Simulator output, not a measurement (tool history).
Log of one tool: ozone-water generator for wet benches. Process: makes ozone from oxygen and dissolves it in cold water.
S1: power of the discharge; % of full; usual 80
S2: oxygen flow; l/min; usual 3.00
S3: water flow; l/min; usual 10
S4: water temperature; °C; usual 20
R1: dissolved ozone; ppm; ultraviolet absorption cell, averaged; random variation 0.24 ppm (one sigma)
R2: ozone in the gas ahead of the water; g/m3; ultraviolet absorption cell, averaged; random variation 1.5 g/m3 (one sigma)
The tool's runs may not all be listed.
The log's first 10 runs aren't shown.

| run | hour | S1 | S2 | S3 | S4 | R1 | R2 |
|---|---|---|---|---|---|---|---|
| 11 | 229.1 | 42 | 3.00 | 10 | 20 | 21.0 | 176.5 |
| 12 | 260.6 | 42 | 3.00 | 10 | 20 | 21.2 | 178.2 |
|  | 277.4 | contactor cleaned |
| 13 | 291.0 | 42 | 3.00 | 10 | 20 | 22.6 | 178.1 |
| 14 | 308.3 | 42 | 3.00 | 7 | 20 | 28.2 | 177.3 |
|  | 313.9 | water thermometer calibrated, once more |
| 15 | 325.6 | 80 | 3.00 | 10 | 20 | 34.2 | 267.4 |
| 16 | 343.8 | 67 | 3.00 | 10 | 20 | 30.3 | 237.3 |
| 17 | 361.0 | 67 | 3.00 | 9 | 20 | 32.5 | 235.0 |
| 18 | 389.3 | 67 | 3.00 | 9 | 20 | 32.7 | 238.6 |
| 19 | 414.6 | 80 | 3.00 | 10 | 18 | 35.1 | 266.7 |
| 20 | 430.4 | 80 | 3.00 | 10 | 18 | 34.9 | 262.8 |
| 21 | 454.1 | 80 | 3.00 | 10 | 18 | 35.4 | 265.7 |
| 22 | 482.1 | 80 | 3.00 | 6 | 18 | 48.7 | 263.2 |
| 23 | 509.5 | 80 | 3.00 | 6 | 18 | 47.5 | 262.3 |
| 24 | 543.0 | 80 | 4.75 | 12 | 24 | 26.4 | 200.6 |
| 25 | 574.2 | 51 | 4.75 | 12 | 28 | 18.2 | 152.3 |
| 26 | 594.3 | 51 | 4.75 | 10 | 13 | 27.1 | 153.3 |
| 27 | 614.0 | 57 | 3.00 | 13 | 26 | 20.5 | 214.3 |
| 28 | 638.9 | 56 | 1.64 | 11 | 14 | 26.4 | 294.3 |
| 29 | 670.4 | 80 | 1.52 | 10 | 14 | 35.3 | 386.6 |
| 30 | 689.3 | 85 | 3.00 | 9 | 20 | 37.2 | 271.0 |
| 31 | 721.1 | 85 | 3.00 | 9 | 20 | 37.2 | 272.7 |
| 32 | 750.8 | 85 | 3.00 | 9 | 20 | 37.1 | 271.7 |

Forecast each of these 5 alternatives for the next run:
| A | 773.5 | 85 | 4.17 | 9 | 18 | ? | ? |
| B | 773.5 | 85 | 3.00 | 8 | 20 | ? | ? |
| C | 773.5 | 56 | 3.00 | 9 | 28 | ? | ? |
| D | 773.5 | 47 | 3.00 | 9 | 25 | ? | ? |
| E | 773.5 | 69 | 3.00 | 10 | 16 | ? | ? |

| run | R1 | R2 |
|---|---|---|
| A | 36.8 | 222.9 |
| B | 39.8 | 272.5 |
| C | 24.8 | 210.2 |
| D | 23.4 | 187.6 |
| E | 32.3 | 238.3 |
Without the tool's hidden state the same runs would have given:
| run | R1 | R2 |
|---|---|---|
| A | 39.7 | 238.0 |
| B | 42.8 | 291.0 |
| C | 26.3 | 220.9 |
| D | 24.7 | 196.0 |
| E | 34.6 | 252.6 |
